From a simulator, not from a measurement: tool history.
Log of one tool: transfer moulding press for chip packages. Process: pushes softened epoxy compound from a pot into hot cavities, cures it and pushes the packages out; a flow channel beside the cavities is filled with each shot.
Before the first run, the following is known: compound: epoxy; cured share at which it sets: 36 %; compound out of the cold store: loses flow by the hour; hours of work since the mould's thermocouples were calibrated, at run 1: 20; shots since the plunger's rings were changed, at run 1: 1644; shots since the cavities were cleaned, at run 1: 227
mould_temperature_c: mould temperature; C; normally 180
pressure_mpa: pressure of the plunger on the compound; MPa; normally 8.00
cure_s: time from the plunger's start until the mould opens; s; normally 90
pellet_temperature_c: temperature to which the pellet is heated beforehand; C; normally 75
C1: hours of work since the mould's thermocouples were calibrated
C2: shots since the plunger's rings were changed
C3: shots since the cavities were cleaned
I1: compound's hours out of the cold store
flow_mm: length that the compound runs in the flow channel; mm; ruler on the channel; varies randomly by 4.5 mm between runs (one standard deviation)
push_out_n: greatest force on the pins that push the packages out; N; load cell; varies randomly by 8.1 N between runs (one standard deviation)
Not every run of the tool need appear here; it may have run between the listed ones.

{"run": 1, "day": 0.0, "mould_temperature_c": 180, "pressure_mpa": 8.0, "cure_s": 90, "pellet_temperature_c": 75, "C1": 20, "C2": 1644, "C3": 227, "I1": 37.3, "flow_mm": 590, "push_out_n": 417}
{"day": 1.212, "done": "cavities cleaned with cleaning compound and waxed"}
{"run": 2, "day": 2.054, "mould_temperature_c": 180, "pressure_mpa": 8.0, "cure_s": 90, "pellet_temperature_c": 75, "C1": 48, "C2": 2158, "C3": 217, "I1": 38.3, "flow_mm": 592, "push_out_n": 423}
{"day": 3.338, "done": "cavities cleaned with cleaning compound and waxed"}
{"run": 3, "day": 4.146, "mould_temperature_c": 180, "pressure_mpa": 8.0, "cure_s": 90, "pellet_temperature_c": 75, "C1": 77, "C2": 2683, "C3": 209, "I1": 40.3, "flow_mm": 583, "push_out_n": 424}
{"day": 5.412, "done": "cavities cleaned with cleaning compound and waxed"}
{"run": 4, "day": 5.938, "mould_temperature_c": 180, "pressure_mpa": 8.91, "cure_s": 90, "pellet_temperature_c": 75, "C1": 102, "C2": 3130, "C3": 136, "I1": 31.6, "flow_mm": 622, "push_out_n": 393}
{"day": 7.554, "done": "cavities cleaned with cleaning compound and waxed"}
{"run": 5, "day": 7.554, "mould_temperature_c": 185, "pressure_mpa": 8.0, "cure_s": 90, "pellet_temperature_c": 75, "C1": 124, "C2": 3532, "C3": 0, "I1": 24.2, "flow_mm": 589, "push_out_n": 335}
{"day": 8.242, "done": "plunger's sealing rings changed"}
{"run": 6, "day": 8.838, "mould_temperature_c": 180, "pressure_mpa": 8.0, "cure_s": 90, "pellet_temperature_c": 75, "C1": 141, "C2": 153, "C3": 303, "I1": 41.0, "flow_mm": 604, "push_out_n": 447}
{"day": 9.771, "done": "cavities cleaned with cleaning compound and waxed"}
{"run": 7, "day": 10.429, "mould_temperature_c": 185, "pressure_mpa": 8.0, "cure_s": 90, "pellet_temperature_c": 75, "C1": 163, "C2": 549, "C3": 170, "I1": 42.3, "flow_mm": 586, "push_out_n": 390}
{"day": 11.896, "done": "cavities cleaned with cleaning compound and waxed"}
{"run": 8, "day": 11.921, "mould_temperature_c": 185, "pressure_mpa": 8.0, "cure_s": 90, "pellet_temperature_c": 75, "C1": 183, "C2": 918, "C3": 6, "I1": 29.7, "flow_mm": 603, "push_out_n": 322}
{"run": 9, "day": 13.321, "mould_temperature_c": 185, "pressure_mpa": 8.0, "cure_s": 90, "pellet_temperature_c": 75, "C1": 203, "C2": 1280, "C3": 368, "I1": 36.7, "flow_mm": 584, "push_out_n": 417}
{"day": 14.025, "done": "cavities cleaned with cleaning compound and waxed"}
{"run": 10, "day": 15.692, "mould_temperature_c": 185, "pressure_mpa": 8.0, "cure_s": 90, "pellet_temperature_c": 85, "C1": 236, "C2": 1876, "C3": 430, "I1": 23.5, "flow_mm": 609, "push_out_n": 425}
{"day": 16.171, "done": "cavities cleaned with cleaning compound and waxed"}
{"run": 11, "day": 16.917, "mould_temperature_c": 180, "pressure_mpa": 8.0, "cure_s": 77, "pellet_temperature_c": 75, "C1": 253, "C2": 2178, "C3": 193, "I1": 21.9, "flow_mm": 619, "push_out_n": 510}
{"day": 18.267, "done": "cavities cleaned with cleaning compound and waxed"}
{"run": 12, "day": 19.012, "mould_temperature_c": 180, "pressure_mpa": 8.0, "cure_s": 77, "pellet_temperature_c": 75, "C1": 282, "C2": 2702, "C3": 192, "I1": 44.8, "flow_mm": 574, "push_out_n": 497}
{"day": 20.408, "done": "cavities cleaned with cleaning compound and waxed"}
{"run": 13, "day": 21.317, "mould_temperature_c": 180, "pressure_mpa": 8.0, "cure_s": 77, "pellet_temperature_c": 75, "C1": 314, "C2": 3281, "C3": 233, "I1": 43.0, "flow_mm": 565, "push_out_n": 509}
{"day": 22.512, "done": "cavities cleaned with cleaning compound and waxed"}
{"day": 23.046, "done": "plunger's sealing rings changed"}
{"run": 14, "day": 23.7, "mould_temperature_c": 180, "pressure_mpa": 8.0, "cure_s": 77, "pellet_temperature_c": 75, "C1": 346, "C2": 169, "C3": 280, "I1": 19.4, "flow_mm": 638, "push_out_n": 556}
{"day": 24.742, "done": "cavities cleaned with cleaning compound and waxed"}
{"run": 15, "day": 25.296, "mould_temperature_c": 180, "pressure_mpa": 8.0, "cure_s": 77, "pellet_temperature_c": 75, "C1": 368, "C2": 565, "C3": 144, "I1": 37.0, "flow_mm": 606, "push_out_n": 477}
{"day": 26.892, "done": "cavities cleaned with cleaning compound and waxed"}
{"run": 16, "day": 27.221, "mould_temperature_c": 179, "pressure_mpa": 8.0, "cure_s": 90, "pellet_temperature_c": 75, "C1": 394, "C2": 1047, "C3": 86, "I1": 15.2, "flow_mm": 642, "push_out_n": 417}
{"day": 28.983, "done": "cavities cleaned with cleaning compound and waxed"}
{"run": 17, "day": 29.533, "mould_temperature_c": 179, "pressure_mpa": 7.81, "cure_s": 90, "pellet_temperature_c": 75, "C1": 426, "C2": 1628, "C3": 143, "I1": 18.7, "flow_mm": 629, "push_out_n": 413}
{"day": 31.042, "done": "cavities cleaned with cleaning compound and waxed"}
{"run": 18, "day": 31.212, "mould_temperature_c": 179, "pressure_mpa": 9.11, "cure_s": 90, "pellet_temperature_c": 79, "C1": 450, "C2": 2045, "C3": 44, "I1": 23.9, "flow_mm": 660, "push_out_n": 386}
{"day": 33.138, "done": "cavities cleaned with cleaning compound and waxed"}
{"run": 19, "day": 33.612, "mould_temperature_c": 179, "pressure_mpa": 9.11, "cure_s": 90, "pellet_temperature_c": 79, "C1": 483, "C2": 2649, "C3": 122, "I1": 15.3, "flow_mm": 662, "push_out_n": 396}
{"run": 20, "day": 34.75, "mould_temperature_c": 180, "pressure_mpa": 8.0, "cure_s": 90, "pellet_temperature_c": 66, "C1": 499, "C2": 2943, "C3": 416, "I1": 34.0, "flow_mm": 586, "push_out_n": 455}
{"day": 35.267, "done": "cavities cleaned with cleaning compound and waxed"}
{"run": 21, "day": 37.021, "mould_temperature_c": 176, "pressure_mpa": 7.43, "cure_s": 90, "pellet_temperature_c": 82, "C1": 531, "C2": 3514, "C3": 453, "I1": 24.2, "flow_mm": 593, "push_out_n": 558}
{"day": 37.388, "done": "cavities cleaned with cleaning compound and waxed"}
{"day": 37.867, "done": "plunger's sealing rings changed"}
{"run": 22, "day": 38.638, "mould_temperature_c": 176, "pressure_mpa": 6.49, "cure_s": 73, "pellet_temperature_c": 82, "C1": 552, "C2": 199, "C3": 297, "I1": 34.0, "flow_mm": 565, "push_out_n": 791}
{"day": 39.6, "done": "cavities cleaned with cleaning compound and waxed"}
{"run": 23, "day": 40.725, "mould_temperature_c": 176, "pressure_mpa": 6.49, "cure_s": 117, "pellet_temperature_c": 76, "C1": 580, "C2": 723, "C3": 291, "I1": 35.8, "flow_mm": 559, "push_out_n": 406}
{"day": 41.758, "done": "cavities cleaned with cleaning compound and waxed"}
{"run": 24, "day": 42.042, "mould_temperature_c": 180, "pressure_mpa": 8.0, "cure_s": 124, "pellet_temperature_c": 78, "C1": 598, "C2": 1046, "C3": 73, "I1": 12.5, "flow_mm": 650, "push_out_n": 347}
{"day": 43.892, "done": "cavities cleaned with cleaning compound and waxed"}
{"run": 25, "day": 44.271, "mould_temperature_c": 180, "pressure_mpa": 8.0, "cure_s": 124, "pellet_temperature_c": 78, "C1": 629, "C2": 1606, "C3": 98, "I1": 10.0, "flow_mm": 648, "push_out_n": 347}
{"day": 46.017, "done": "cavities cleaned with cleaning compound and waxed"}
{"run": 26, "day": 46.5, "mould_temperature_c": 180, "pressure_mpa": 8.0, "cure_s": 92, "pellet_temperature_c": 66, "C1": 660, "C2": 2166, "C3": 125, "I1": 41.5, "flow_mm": 581, "push_out_n": 373}

Alternative continuations, all from the tool just after run 26; predict every row:
{"run": "A", "day": 47.512, "mould_temperature_c": 180, "pressure_mpa": 7.22, "cure_s": 125, "pellet_temperature_c": 71, "C1": 675, "C2": 2428, "C3": 387, "I1": 13.4, "flow_mm": "?", "push_out_n": "?"}
{"run": "B", "day": 47.512, "mould_temperature_c": 180, "pressure_mpa": 8.0, "cure_s": 91, "pellet_temperature_c": 73, "C1": 675, "C2": 2428, "C3": 387, "I1": 20.5, "flow_mm": "?", "push_out_n": "?"}
{"run": "C", "day": 47.512, "mould_temperature_c": 182, "pressure_mpa": 6.92, "cure_s": 90, "pellet_temperature_c": 68, "C1": 675, "C2": 2428, "C3": 387, "I1": 11.4, "flow_mm": "?", "push_out_n": "?"}

run=A flow_mm=600 push_out_n=426
run=B flow_mm=622 push_out_n=454
run=C flow_mm=591 push_out_n=443
With the hidden condition removed and each run's random variation left untouched, the same runs would have given:
run=A flow_mm=621 push_out_n=313
run=B flow_mm=645 push_out_n=340
run=C flow_mm=613 push_out_n=328
